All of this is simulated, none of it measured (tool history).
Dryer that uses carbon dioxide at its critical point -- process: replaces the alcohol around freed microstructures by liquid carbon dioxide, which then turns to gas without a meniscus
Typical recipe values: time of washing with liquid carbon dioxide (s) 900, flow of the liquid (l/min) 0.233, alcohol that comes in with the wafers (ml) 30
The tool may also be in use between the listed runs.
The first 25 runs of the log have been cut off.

run	hour	time of washing with liquid carbon dioxide (s)	flow of the liquid (l/min)	alcohol that comes in with the wafers (ml)	alcohol left in the vessel before it's heated (ppm by volume)
26	773.8	900	0.342	30	241
27	792.0	900	0.342	30	260
28	817.0	900	0.342	30	248
29	857.5	900	0.214	30	969
30	892.5	900	0.214	30	995
31	919.2	960	0.233	84	1245
32	938.3	720	0.378	30	329
33	969.6	900	0.233	89	1753
34	1001.7	780	0.233	109	3881
35	1043.1	660	0.209	109	10243
36	1073.6	660	0.209	109	10200
37	1113.6	1140	0.152	22	1185
38	1136.0	900	0.170	59	4217
39	1161.2	600	0.234	23	2299
40	1192.4	600	0.159	30	7690
41	1234.5	600	0.378	30	605
# hour 1273.1: inlet filter changed
42	1278.0	900	0.286	44	444
43	1303.5	780	0.185	51	3752
44	1345.4	1140	0.148	43	2027
45	1365.5	540	0.152	27	8505
46	1388.6	540	0.355	39	1074

Branching from run 46: 4 alternative next runs. What would each branch give?
A	1410.7	1260	0.144	65	?
B	1410.7	660	0.178	23	?
C	1410.7	1380	0.372	39	?
D	1410.7	780	0.355	70	?

run	alcohol left in the vessel before it's heated (ppm by volume)
A	2267
B	3235
C	268
D	465
The same runs, with their run-to-run variation unchanged, on a tool lacking any hidden condition would have given:
run	alcohol left in the vessel before it's heated (ppm by volume)
A	1933
B	2906
C	0
D	188
